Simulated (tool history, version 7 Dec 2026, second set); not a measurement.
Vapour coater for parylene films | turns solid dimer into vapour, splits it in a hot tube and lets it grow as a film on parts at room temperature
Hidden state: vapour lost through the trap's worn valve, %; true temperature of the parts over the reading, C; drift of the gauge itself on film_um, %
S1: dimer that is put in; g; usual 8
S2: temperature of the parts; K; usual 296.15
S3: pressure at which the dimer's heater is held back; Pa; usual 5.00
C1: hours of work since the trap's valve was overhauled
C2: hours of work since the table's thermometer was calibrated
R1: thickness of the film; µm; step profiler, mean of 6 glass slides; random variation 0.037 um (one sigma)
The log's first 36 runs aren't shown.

run 37 day=75.783 | S1=10 S2=305.15 S3=11.65 | C1=462 C2=1492 | R1=3.69
run 38 day=77.492 | S1=8 S2=298.15 S3=3.72 | C1=490 C2=1520 | R1=3.58
run 39 day=79.267 | S1=5 S2=298.15 S3=10.83 | C1=519 C2=1549 | R1=2.07
run 40 day=80.788 | S1=5 S2=298.15 S3=2.31 | C1=543 C2=1573 | R1=2.31
run 41 day=82.004 | S1=8 S2=291.15 S3=5.51 | C1=563 C2=1593 | R1=3.83
-- day=83.054 trap's valve overhauled
run 42 day=85.096 | S1=5 S2=292.15 S3=9.35 | C1=33 C2=1641 | R1=2.53
run 43 day=87.921 | S1=8 S2=296.15 S3=3.51 | C1=79 C2=1687 | R1=4.04
run 44 day=89.483 | S1=7 S2=296.15 S3=3.01 | C1=104 C2=1712 | R1=3.58
run 45 day=90.942 | S1=7 S2=296.15 S3=3.01 | C1=128 C2=1736 | R1=3.60
run 46 day=93.075 | S1=6 S2=302.15 S3=2.26 | C1=163 C2=1770 | R1=2.85
run 47 day=94.283 | S1=3 S2=299.15 S3=5.46 | C1=182 C2=1790 | R1=1.37
-- day=96.592 table's thermometer calibrated
run 48 day=97.158 | S1=7 S2=293.15 S3=6.34 | C1=229 C2=9 | R1=3.34

Forecast each of these 3 alternatives for the next run:
run A day=98.371 | S1=13 S2=293.15 S3=2.65 | C1=248 C2=29 | R1=?
run B day=98.371 | S1=3 S2=301.15 S3=2.16 | C1=248 C2=29 | R1=?
run C day=98.371 | S1=9 S2=290.15 S3=8.84 | C1=248 C2=29 | R1=?

run=A R1=6.62
run=B R1=1.35
run=C R1=4.35
Without the tool's hidden state the same runs would have given:
run=A R1=7.02
run=B R1=1.43
run=C R1=4.61
